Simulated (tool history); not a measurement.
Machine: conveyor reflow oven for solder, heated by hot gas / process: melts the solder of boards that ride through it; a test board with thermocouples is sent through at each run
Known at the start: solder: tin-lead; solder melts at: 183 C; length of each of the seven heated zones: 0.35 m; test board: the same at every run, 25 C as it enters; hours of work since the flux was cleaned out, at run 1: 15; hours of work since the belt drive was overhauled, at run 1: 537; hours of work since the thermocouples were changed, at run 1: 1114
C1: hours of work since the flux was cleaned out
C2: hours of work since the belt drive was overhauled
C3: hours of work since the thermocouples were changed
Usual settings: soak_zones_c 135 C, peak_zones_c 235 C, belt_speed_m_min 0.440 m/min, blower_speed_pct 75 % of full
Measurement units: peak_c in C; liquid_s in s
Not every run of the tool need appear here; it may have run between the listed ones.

run 1 hour=0.0 | soak_zones_c=135 peak_zones_c=235 belt_speed_m_min=0.440 blower_speed_pct=75 | C1=15 C2=537 C3=1114 | peak_c=215.2 liquid_s=67.7
run 2 hour=41.4 | soak_zones_c=135 peak_zones_c=235 belt_speed_m_min=0.440 blower_speed_pct=75 | C1=42 C2=564 C3=1142 | peak_c=215.3 liquid_s=67.2
-- hour=71.7 thermocouples of zones 6 and 7 changed
run 3 hour=76.7 | soak_zones_c=135 peak_zones_c=235 belt_speed_m_min=0.440 blower_speed_pct=75 | C1=65 C2=587 C3=3 | peak_c=215.2 liquid_s=67.5
run 4 hour=120.8 | soak_zones_c=135 peak_zones_c=235 belt_speed_m_min=0.440 blower_speed_pct=76 | C1=94 C2=616 C3=33 | peak_c=215.9 liquid_s=67.4
run 5 hour=157.4 | soak_zones_c=135 peak_zones_c=235 belt_speed_m_min=0.396 blower_speed_pct=75 | C1=119 C2=640 C3=57 | peak_c=218.9 liquid_s=79.9
run 6 hour=189.0 | soak_zones_c=135 peak_zones_c=235 belt_speed_m_min=0.440 blower_speed_pct=75 | C1=140 C2=662 C3=78 | peak_c=214.7 liquid_s=68.1
run 7 hour=224.6 | soak_zones_c=135 peak_zones_c=235 belt_speed_m_min=0.440 blower_speed_pct=75 | C1=163 C2=685 C3=102 | peak_c=215.2 liquid_s=67.5
run 8 hour=262.8 | soak_zones_c=135 peak_zones_c=235 belt_speed_m_min=0.440 blower_speed_pct=75 | C1=189 C2=711 C3=127 | peak_c=215.0 liquid_s=66.7
run 9 hour=308.8 | soak_zones_c=135 peak_zones_c=235 belt_speed_m_min=0.440 blower_speed_pct=75 | C1=220 C2=741 C3=158 | peak_c=215.2 liquid_s=67.5
run 10 hour=354.5 | soak_zones_c=135 peak_zones_c=235 belt_speed_m_min=0.440 blower_speed_pct=75 | C1=250 C2=772 C3=189 | peak_c=214.9 liquid_s=67.6
-- hour=390.6 flux residue cleaned out of gas plates and filters
run 11 hour=393.1 | soak_zones_c=135 peak_zones_c=235 belt_speed_m_min=0.440 blower_speed_pct=75 | C1=2 C2=794 C3=211 | peak_c=215.6 liquid_s=66.8
run 12 hour=427.9 | soak_zones_c=135 peak_zones_c=235 belt_speed_m_min=0.440 blower_speed_pct=75 | C1=25 C2=818 C3=234 | peak_c=215.1 liquid_s=67.1
run 13 hour=447.5 | soak_zones_c=133 peak_zones_c=243 belt_speed_m_min=0.375 blower_speed_pct=61 | C1=38 C2=831 C3=247 | peak_c=222.1 liquid_s=86.6
run 14 hour=488.8 | soak_zones_c=133 peak_zones_c=243 belt_speed_m_min=0.375 blower_speed_pct=61 | C1=66 C2=858 C3=275 | peak_c=222.0 liquid_s=87.0
run 15 hour=521.1 | soak_zones_c=143 peak_zones_c=235 belt_speed_m_min=0.480 blower_speed_pct=76 | C1=87 C2=880 C3=296 | peak_c=214.0 liquid_s=63.7
run 16 hour=548.3 | soak_zones_c=150 peak_zones_c=224 belt_speed_m_min=0.387 blower_speed_pct=73 | C1=105 C2=898 C3=315 | peak_c=212.3 liquid_s=82.6
run 17 hour=590.9 | soak_zones_c=150 peak_zones_c=235 belt_speed_m_min=0.440 blower_speed_pct=80 | C1=134 C2=926 C3=343 | peak_c=219.8 liquid_s=78.6
run 18 hour=635.6 | soak_zones_c=149 peak_zones_c=235 belt_speed_m_min=0.385 blower_speed_pct=80 | C1=163 C2=956 C3=373 | peak_c=223.3 liquid_s=93.8
run 19 hour=674.7 | soak_zones_c=139 peak_zones_c=235 belt_speed_m_min=0.385 blower_speed_pct=80 | C1=190 C2=982 C3=399 | peak_c=221.8 liquid_s=87.1

What if the next run were any one of these 5? Each begins from the tool's condition after run 19:
run A hour=714.6 | soak_zones_c=140 peak_zones_c=235 belt_speed_m_min=0.390 blower_speed_pct=51 | C1=216 C2=1009 C3=426 | peak_c=? liquid_s=?
run B hour=714.6 | soak_zones_c=139 peak_zones_c=242 belt_speed_m_min=0.385 blower_speed_pct=80 | C1=216 C2=1009 C3=426 | peak_c=? liquid_s=?
run C hour=714.6 | soak_zones_c=131 peak_zones_c=235 belt_speed_m_min=0.440 blower_speed_pct=66 | C1=216 C2=1009 C3=426 | peak_c=? liquid_s=?
run D hour=714.6 | soak_zones_c=144 peak_zones_c=235 belt_speed_m_min=0.369 blower_speed_pct=52 | C1=216 C2=1009 C3=426 | peak_c=? liquid_s=?
run E hour=714.6 | soak_zones_c=135 peak_zones_c=235 belt_speed_m_min=0.468 blower_speed_pct=75 | C1=216 C2=1009 C3=426 | peak_c=? liquid_s=?

run=A peak_c=212.4 liquid_s=72.9
run=B peak_c=228.1 liquid_s=92.5
run=C peak_c=211.2 liquid_s=60.3
run=D peak_c=215.2 liquid_s=85.5
run=E peak_c=213.3 liquid_s=60.7
Had the tool no hidden state, the same runs would have come out as:
run=A peak_c=212.5 liquid_s=72.9
run=B peak_c=228.2 liquid_s=92.5
run=C peak_c=211.3 liquid_s=60.4
run=D peak_c=215.2 liquid_s=85.5
run=E peak_c=213.4 liquid_s=60.7

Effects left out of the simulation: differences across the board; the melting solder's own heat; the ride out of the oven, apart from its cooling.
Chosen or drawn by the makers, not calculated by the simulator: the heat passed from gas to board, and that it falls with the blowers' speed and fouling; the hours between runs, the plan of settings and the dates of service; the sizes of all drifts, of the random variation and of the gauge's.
